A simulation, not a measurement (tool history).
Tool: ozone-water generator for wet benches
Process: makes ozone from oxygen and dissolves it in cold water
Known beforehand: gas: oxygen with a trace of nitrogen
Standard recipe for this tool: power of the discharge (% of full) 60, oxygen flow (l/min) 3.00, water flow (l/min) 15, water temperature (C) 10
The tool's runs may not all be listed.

run,day,power of the discharge (% of full),oxygen flow (l/min),water flow (l/min),water temperature (C),dissolved ozone (ppm),ozone in the gas ahead of the water (g/m3)
1,0.000,60,3.00,15,10,26.3,231.4
2,2.375,60,3.00,15,10,26.5,232.4
3,3.862,60,3.00,15,10,26.1,231.8
4,6.438,60,4.97,15,10,29.9,190.0
5,8.612,70,3.00,15,10,30.4,266.7
6,10.779,70,3.00,15,10,30.2,265.2
7,12.996,60,3.00,15,10,26.4,232.6
8,15.421,60,3.00,15,10,26.7,230.7
9,17.275,60,3.00,15,10,26.5,229.0
10,19.908,60,3.00,15,10,26.8,230.8
11,21.379,60,3.00,15,10,26.9,231.8
12,23.321,60,3.00,15,10,26.5,232.6
13,25.571,60,3.31,15,10,27.4,224.8
14,27.479,60,3.31,15,10,27.2,224.9
15,29.233,60,3.31,15,10,27.1,224.9
16,30.588,60,1.70,15,10,21.7,292.0
17,33.425,60,3.00,21,10,18.7,233.6
18,35.854,60,3.00,21,10,19.1,233.5
19,38.583,60,3.00,21,10,18.9,234.3
20,40.442,92,3.00,22,5,27.2,338.8
21,42.512,92,3.00,22,5,27.0,338.4
22,43.917,92,3.00,22,5,27.1,342.1
23,46.433,72,3.00,15,10,30.7,274.9
24,49.333,69,3.00,15,6,30.9,266.1
25,51.125,69,3.00,15,16,27.7,264.8
26,54.233,53,2.02,18,9,17.5,245.3
27,57.158,42,3.00,15,10,19.4,175.0
28,59.208,60,1.97,16,10,21.5,277.5
29,61.175,60,1.99,17,10,20.6,279.6
30,63.133,60,2.33,11,10,32.2,260.9
31,65.517,91,3.00,15,15,36.2,343.2
32,67.088,91,3.00,15,15,35.8,338.0
33,69.762,60,2.65,15,10,25.4,250.9

Below, each run's measurement less what the same run would have read without the hidden state. Both values contain the same run-to-run variation, but the gauge's scatter may not be the same in both:
Unlogged tool condition in this case: yield of the discharge, % of new electrodes'; contactor's efficiency, % of a clean one's; true water temperature over the reading, C; drift of the gauge itself on ozone_ppm, %; drift of the gauge itself on gas_g_m3, %.
run,ozone in the gas ahead of the water (g/m3)
1,+0.0
2,+0.2
3,+0.4
4,+0.5
5,+0.9
6,+1.1
7,+1.2
8,+1.5
9,+1.6
10,+1.9
11,+2.0
12,+2.2
13,+2.3
14,+2.5
15,+2.7
16,+3.6
17,+3.2
18,+3.3
19,+3.7
20,+5.5
21,+5.9
22,+6.1
23,+5.2
24,+5.3
25,+5.4
26,+5.4
27,+4.1
28,+6.6
29,+6.9
30,+6.6
31,+9.0
32,+9.1
33,+7.0
For dissolved ozone (ppm), the value without the hidden state is never more than 0.1 from the measured value.

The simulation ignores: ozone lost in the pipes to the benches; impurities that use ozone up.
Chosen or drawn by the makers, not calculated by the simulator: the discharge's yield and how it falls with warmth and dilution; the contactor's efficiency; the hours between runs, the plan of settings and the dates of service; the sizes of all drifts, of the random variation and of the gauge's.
